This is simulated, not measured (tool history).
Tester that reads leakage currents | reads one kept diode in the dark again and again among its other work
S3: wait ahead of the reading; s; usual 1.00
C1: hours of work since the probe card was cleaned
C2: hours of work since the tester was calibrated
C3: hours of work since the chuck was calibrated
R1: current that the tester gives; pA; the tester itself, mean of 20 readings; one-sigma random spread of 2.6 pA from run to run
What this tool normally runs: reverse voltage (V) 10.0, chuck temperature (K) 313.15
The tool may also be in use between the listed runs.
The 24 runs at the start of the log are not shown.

{"run": 25, "hour": 3012.0, "reverse voltage (V)": 9.3, "chuck temperature (K)": 304.15, "S3": 9.91, "C1": 440, "C2": 1820, "C3": 566, "R1": 375.42}
{"run": 26, "hour": 3090.5, "reverse voltage (V)": 3.2, "chuck temperature (K)": 324.15, "S3": 0.46, "C1": 477, "C2": 1857, "C3": 603, "R1": 1426.86}
{"run": 27, "hour": 3177.4, "reverse voltage (V)": 3.2, "chuck temperature (K)": 324.15, "S3": 0.46, "C1": 518, "C2": 1898, "C3": 644, "R1": 1424.92}
{"run": 28, "hour": 3267.5, "reverse voltage (V)": 2.3, "chuck temperature (K)": 321.15, "S3": 6.51, "C1": 561, "C2": 1941, "C3": 686, "R1": 982.35}
{"run": 29, "hour": 3343.1, "reverse voltage (V)": 10.0, "chuck temperature (K)": 313.15, "S3": 1.98, "C1": 596, "C2": 1976, "C3": 722, "R1": 863.59}
{"run": 30, "hour": 3474.0, "reverse voltage (V)": 7.5, "chuck temperature (K)": 329.15, "S3": 0.44, "C1": 658, "C2": 2038, "C3": 784, "R1": 2933.55}
{"run": 31, "hour": 3583.8, "reverse voltage (V)": 7.5, "chuck temperature (K)": 329.15, "S3": 0.44, "C1": 710, "C2": 2090, "C3": 835, "R1": 2927.16}
{"run": 32, "hour": 3740.1, "reverse voltage (V)": 4.4, "chuck temperature (K)": 329.15, "S3": 1.1, "C1": 783, "C2": 2163, "C3": 909, "R1": 2393.64}
{"run": 33, "hour": 3885.5, "reverse voltage (V)": 10.3, "chuck temperature (K)": 324.15, "S3": 7.34, "C1": 852, "C2": 2232, "C3": 977, "R1": 2195.41}
{"run": 34, "hour": 3985.0, "reverse voltage (V)": 10.3, "chuck temperature (K)": 299.15, "S3": 7.34, "C1": 898, "C2": 2278, "C3": 1024, "R1": 242.27}
{"run": 35, "hour": 4128.9, "reverse voltage (V)": 13.5, "chuck temperature (K)": 298.15, "S3": 1.0, "C1": 966, "C2": 2346, "C3": 1092, "R1": 246.63}
{"run": 36, "hour": 4308.1, "reverse voltage (V)": 13.5, "chuck temperature (K)": 298.15, "S3": 1.0, "C1": 1051, "C2": 2431, "C3": 1176, "R1": 246.12}

Predict the results of run 37:
{"run": 37, "hour": 4381.4, "reverse voltage (V)": 7.7, "chuck temperature (K)": 296.15, "S3": 8.23, "C1": 1085, "C2": 2465, "C3": 1211, "R1": "?"}

R1: 163.17 pA
With no hidden state in the tool, this same run would have given R1 163.01 pA.
